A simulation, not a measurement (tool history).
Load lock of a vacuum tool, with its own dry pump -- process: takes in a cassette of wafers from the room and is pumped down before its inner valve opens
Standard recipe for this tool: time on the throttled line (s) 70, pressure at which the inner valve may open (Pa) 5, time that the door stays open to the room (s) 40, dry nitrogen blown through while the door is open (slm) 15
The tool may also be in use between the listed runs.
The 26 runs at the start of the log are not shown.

run,hour,time on the throttled line (s),pressure at which the inner valve may open (Pa),time that the door stays open to the room (s),dry nitrogen blown through while the door is open (slm),hours that the pump has run since its overhaul,times that the door has closed on its seal,"incoming humidity of the room's air, %",time from the closed door until the inner valve may open (s),rise of the pressure with all valves shut (Pa/min)
27,2431.1,89,4,40,15,5920,10665,44.7,130.4,0.037
28,2560.3,54,5,40,6,6049,10877,44.6,98.4,0.054
29,2660,52,5,40,6,6149,11041,44.8,96.3,0.048
30,2775.4,52,5,40,6,6264,11230,42.8,96.4,0.047
31,2873.8,52,5,40,6,6363,11392,44.7,96.7,0.051
32,2964.7,112,4,174,18,6453,11541,47.8,148.6,0.1
33,3041.1,73,5,174,10,6530,11666,47.2,113.7,0.115
34,3136.5,73,5,174,10,6625,11823,43.7,114.5,0.103

3 ways to go on from here, each from the tool as it stands after run 34. What would each give?
A,3240.9,44,9,174,24,6730,11994,45.2,?,?
B,3240.9,70,6,40,36,6730,11994,41.6,?,?
C,3240.9,73,5,88,10,6730,11994,43.4,?,?

run,time from the closed door until the inner valve may open (s),rise of the pressure with all valves shut (Pa/min)
A,86.1,0.083
B,110.8,0.025
C,114.4,0.075
Without the tool's unlogged condition, the same runs would have read:
run,time from the closed door until the inner valve may open (s),rise of the pressure with all valves shut (Pa/min)
A,86,0.083
B,110.8,0.025
C,114.4,0.075
